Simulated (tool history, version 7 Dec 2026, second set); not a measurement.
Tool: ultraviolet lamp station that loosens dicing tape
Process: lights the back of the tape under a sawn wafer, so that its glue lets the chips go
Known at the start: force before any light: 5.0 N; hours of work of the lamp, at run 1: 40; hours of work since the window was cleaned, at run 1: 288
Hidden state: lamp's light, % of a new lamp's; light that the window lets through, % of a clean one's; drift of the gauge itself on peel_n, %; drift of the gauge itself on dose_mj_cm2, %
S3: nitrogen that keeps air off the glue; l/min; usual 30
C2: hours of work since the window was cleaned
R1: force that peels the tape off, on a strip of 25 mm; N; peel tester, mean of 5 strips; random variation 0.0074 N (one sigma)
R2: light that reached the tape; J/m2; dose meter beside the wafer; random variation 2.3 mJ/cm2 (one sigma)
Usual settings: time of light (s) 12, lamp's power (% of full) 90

run 1 hour=0 | time_of_light_(s)=12 lamp's_power_(%_of_full)=90 S3=30 | hours_of_work_of_the_lamp=40 C2=288 | R1=0.31 R2=2340
run 2 hour=15.3 | time_of_light_(s)=12 lamp's_power_(%_of_full)=90 S3=30 | hours_of_work_of_the_lamp=47 C2=296 | R1=0.296 R2=2280
run 3 hour=39.3 | time_of_light_(s)=12 lamp's_power_(%_of_full)=90 S3=30 | hours_of_work_of_the_lamp=60 C2=308 | R1=0.31 R2=2310
run 4 hour=58.9 | time_of_light_(s)=12 lamp's_power_(%_of_full)=90 S3=30 | hours_of_work_of_the_lamp=70 C2=318 | R1=0.322 R2=2290
run 5 hour=86.5 | time_of_light_(s)=12 lamp's_power_(%_of_full)=90 S3=30 | hours_of_work_of_the_lamp=84 C2=333 | R1=0.312 R2=2270
run 6 hour=106.2 | time_of_light_(s)=12 lamp's_power_(%_of_full)=90 S3=60 | hours_of_work_of_the_lamp=95 C2=343 | R1=0.249 R2=2250
run 7 hour=119.1 | time_of_light_(s)=12 lamp's_power_(%_of_full)=90 S3=60 | hours_of_work_of_the_lamp=101 C2=350 | R1=0.241 R2=2250
run 8 hour=139.2 | time_of_light_(s)=12 lamp's_power_(%_of_full)=90 S3=60 | hours_of_work_of_the_lamp=112 C2=360 | R1=0.265 R2=2230
run 9 hour=154.8 | time_of_light_(s)=12 lamp's_power_(%_of_full)=90 S3=30 | hours_of_work_of_the_lamp=120 C2=368 | R1=0.318 R2=2240
run 10 hour=178.9 | time_of_light_(s)=12 lamp's_power_(%_of_full)=90 S3=14 | hours_of_work_of_the_lamp=132 C2=381 | R1=0.483 R2=2210
run 11 hour=191.5 | time_of_light_(s)=12 lamp's_power_(%_of_full)=94 S3=30 | hours_of_work_of_the_lamp=139 C2=387 | R1=0.293 R2=2310
run 12 hour=211.2 | time_of_light_(s)=12 lamp's_power_(%_of_full)=90 S3=30 | hours_of_work_of_the_lamp=149 C2=397 | R1=0.334 R2=2190
run 13 hour=233.8 | time_of_light_(s)=12 lamp's_power_(%_of_full)=90 S3=46 | hours_of_work_of_the_lamp=161 C2=409 | R1=0.284 R2=2180
run 14 hour=256.7 | time_of_light_(s)=12 lamp's_power_(%_of_full)=90 S3=30 | hours_of_work_of_the_lamp=173 C2=421 | R1=0.34 R2=2150
run 15 hour=279.2 | time_of_light_(s)=12 lamp's_power_(%_of_full)=90 S3=30 | hours_of_work_of_the_lamp=184 C2=433 | R1=0.353 R2=2160
run 16 hour=292.6 | time_of_light_(s)=18 lamp's_power_(%_of_full)=90 S3=30 | hours_of_work_of_the_lamp=191 C2=439 | R1=0.178 R2=3190
run 17 hour=310.2 | time_of_light_(s)=12 lamp's_power_(%_of_full)=90 S3=30 | hours_of_work_of_the_lamp=200 C2=449 | R1=0.347 R2=2140
run 18 hour=332.4 | time_of_light_(s)=12 lamp's_power_(%_of_full)=90 S3=30 | hours_of_work_of_the_lamp=212 C2=460 | R1=0.348 R2=2070
run 19 hour=349.9 | time_of_light_(s)=12 lamp's_power_(%_of_full)=90 S3=30 | hours_of_work_of_the_lamp=221 C2=469 | R1=0.359 R2=2120
run 20 hour=375.8 | time_of_light_(s)=12 lamp's_power_(%_of_full)=90 S3=30 | hours_of_work_of_the_lamp=234 C2=483 | R1=0.37 R2=2070
run 21 hour=391.8 | time_of_light_(s)=16 lamp's_power_(%_of_full)=76 S3=18 | hours_of_work_of_the_lamp=243 C2=491 | R1=0.383 R2=2360
run 22 hour=418 | time_of_light_(s)=16 lamp's_power_(%_of_full)=76 S3=18 | hours_of_work_of_the_lamp=256 C2=504 | R1=0.379 R2=2340
run 23 hour=434.8 | time_of_light_(s)=16 lamp's_power_(%_of_full)=76 S3=18 | hours_of_work_of_the_lamp=265 C2=513 | R1=0.381 R2=2320
run 24 hour=451.3 | time_of_light_(s)=16 lamp's_power_(%_of_full)=80 S3=18 | hours_of_work_of_the_lamp=273 C2=522 | R1=0.347 R2=2440
-- hour=466.9 window cleaned of glue's vapour
run 25 hour=467.1 | time_of_light_(s)=8 lamp's_power_(%_of_full)=91 S3=13 | hours_of_work_of_the_lamp=281 C2=0 | R1=1.014 R2=1500
run 26 hour=478.5 | time_of_light_(s)=12 lamp's_power_(%_of_full)=90 S3=11 | hours_of_work_of_the_lamp=287 C2=6 | R1=0.545 R2=2200
run 27 hour=490.3 | time_of_light_(s)=7 lamp's_power_(%_of_full)=66 S3=37 | hours_of_work_of_the_lamp=293 C2=12 | R1=1.258 R2=960
run 28 hour=509 | time_of_light_(s)=7 lamp's_power_(%_of_full)=85 S3=37 | hours_of_work_of_the_lamp=303 C2=22 | R1=0.857 R2=1230
run 29 hour=523.3 | time_of_light_(s)=11 lamp's_power_(%_of_full)=71 S3=13 | hours_of_work_of_the_lamp=311 C2=29 | R1=0.884 R2=1530
run 30 hour=540.2 | time_of_light_(s)=19 lamp's_power_(%_of_full)=71 S3=13 | hours_of_work_of_the_lamp=319 C2=38 | R1=0.336 R2=2720
run 31 hour=563.9 | time_of_light_(s)=8 lamp's_power_(%_of_full)=96 S3=10 | hours_of_work_of_the_lamp=332 C2=50 | R1=1.08 R2=1540
run 32 hour=575.4 | time_of_light_(s)=18 lamp's_power_(%_of_full)=77 S3=15 | hours_of_work_of_the_lamp=338 C2=56 | R1=0.296 R2=2780
run 33 hour=592.9 | time_of_light_(s)=11 lamp's_power_(%_of_full)=89 S3=47 | hours_of_work_of_the_lamp=347 C2=65 | R1=0.336 R2=1930
run 34 hour=614.2 | time_of_light_(s)=11 lamp's_power_(%_of_full)=89 S3=47 | hours_of_work_of_the_lamp=358 C2=76 | R1=0.355 R2=1950
run 35 hour=639.1 | time_of_light_(s)=16 lamp's_power_(%_of_full)=68 S3=10 | hours_of_work_of_the_lamp=371 C2=89 | R1=0.601 R2=2120
run 36 hour=663.7 | time_of_light_(s)=16 lamp's_power_(%_of_full)=85 S3=10 | hours_of_work_of_the_lamp=383 C2=102 | R1=0.417 R2=2630
run 37 hour=686.1 | time_of_light_(s)=16 lamp's_power_(%_of_full)=85 S3=10 | hours_of_work_of_the_lamp=395 C2=114 | R1=0.402 R2=2650
run 38 hour=706 | time_of_light_(s)=8 lamp's_power_(%_of_full)=90 S3=23 | hours_of_work_of_the_lamp=405 C2=124 | R1=0.858 R2=1340
run 39 hour=729.2 | time_of_light_(s)=12 lamp's_power_(%_of_full)=88 S3=9 | hours_of_work_of_the_lamp=417 C2=136 | R1=0.698 R2=2010

Forecast each of these 5 alternatives for the next run:
run A hour=753.8 | time_of_light_(s)=12 lamp's_power_(%_of_full)=90 S3=10 | hours_of_work_of_the_lamp=430 C2=149 | R1=? R2=?
run B hour=753.8 | time_of_light_(s)=12 lamp's_power_(%_of_full)=83 S3=58 | hours_of_work_of_the_lamp=430 C2=149 | R1=? R2=?
run C hour=753.8 | time_of_light_(s)=12 lamp's_power_(%_of_full)=88 S3=26 | hours_of_work_of_the_lamp=430 C2=149 | R1=? R2=?
run D hour=753.8 | time_of_light_(s)=18 lamp's_power_(%_of_full)=63 S3=9 | hours_of_work_of_the_lamp=430 C2=149 | R1=? R2=?
run E hour=753.8 | time_of_light_(s)=20 lamp's_power_(%_of_full)=88 S3=40 | hours_of_work_of_the_lamp=430 C2=149 | R1=? R2=?

run=A R1=0.628 R2=2070
run=B R1=0.337 R2=1900
run=C R1=0.436 R2=2010
run=D R1=0.633 R2=2140
run=E R1=0.17 R2=3370
Without the tool's hidden state the same runs would have given:
run=A R1=0.459 R2=2460
run=B R1=0.25 R2=2260
run=C R1=0.317 R2=2380
run=D R1=0.463 R2=2540
run=E R1=0.155 R2=3990
